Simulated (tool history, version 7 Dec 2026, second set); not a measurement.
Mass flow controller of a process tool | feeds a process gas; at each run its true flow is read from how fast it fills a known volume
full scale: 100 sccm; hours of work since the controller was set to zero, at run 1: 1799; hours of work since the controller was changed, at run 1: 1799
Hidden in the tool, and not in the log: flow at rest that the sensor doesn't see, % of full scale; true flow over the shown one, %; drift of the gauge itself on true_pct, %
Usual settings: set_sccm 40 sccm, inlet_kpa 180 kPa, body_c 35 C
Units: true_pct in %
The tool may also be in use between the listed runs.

run	day	set_sccm	inlet_kpa	body_c	hours of work since the controller was set to zero	hours of work since the controller was changed	true_pct
1	0.000	40	180	35	1799	1799	98.72
2	7.012	40	180	40	1909	1909	98.61
3	12.533	40	180	40	1995	1995	98.61
4	17.375	40	180	35	2070	2070	98.86
5	22.046	40	180	35	2143	2143	98.90
6	25.483	40	180	35	2197	2197	99.00
7	31.754	40	180	35	2294	2294	98.85
8	35.975	40	180	35	2360	2360	99.09
9	42.938	40	180	35	2469	2469	99.09
10	47.204	40	180	35	2535	2535	99.16
11	53.717	40	180	35	2637	2637	99.25
12	59.496	53	180	35	2727	2727	99.38
13	63.046	36	180	35	2782	2782	99.11
14	66.917	19	231	35	2843	2843	98.74
15	70.925	32	209	33	2905	2905	99.11
16	78.392	36	209	35	3022	3022	99.16
17	83.058	36	209	35	3095	3095	99.40
18	89.008	22	189	35	3187	3187	99.14
19	96.650	22	181	31	3306	3306	99.32

5 ways to go on from here, each from the tool as it stands after run 19. What would each give?
A	103.262	93	180	30	3410	3410	?
B	103.262	30	236	32	3410	3410	?
C	103.262	40	172	35	3410	3410	?
D	103.262	61	185	31	3410	3410	?
E	103.262	35	278	28	3410	3410	?

run	true_pct
A	100.56
B	99.31
C	99.64
D	100.12
E	99.51
Without the tool's hidden state the same runs would have given:
run	true_pct
A	99.67
B	98.44
C	98.77
D	99.23
E	98.64
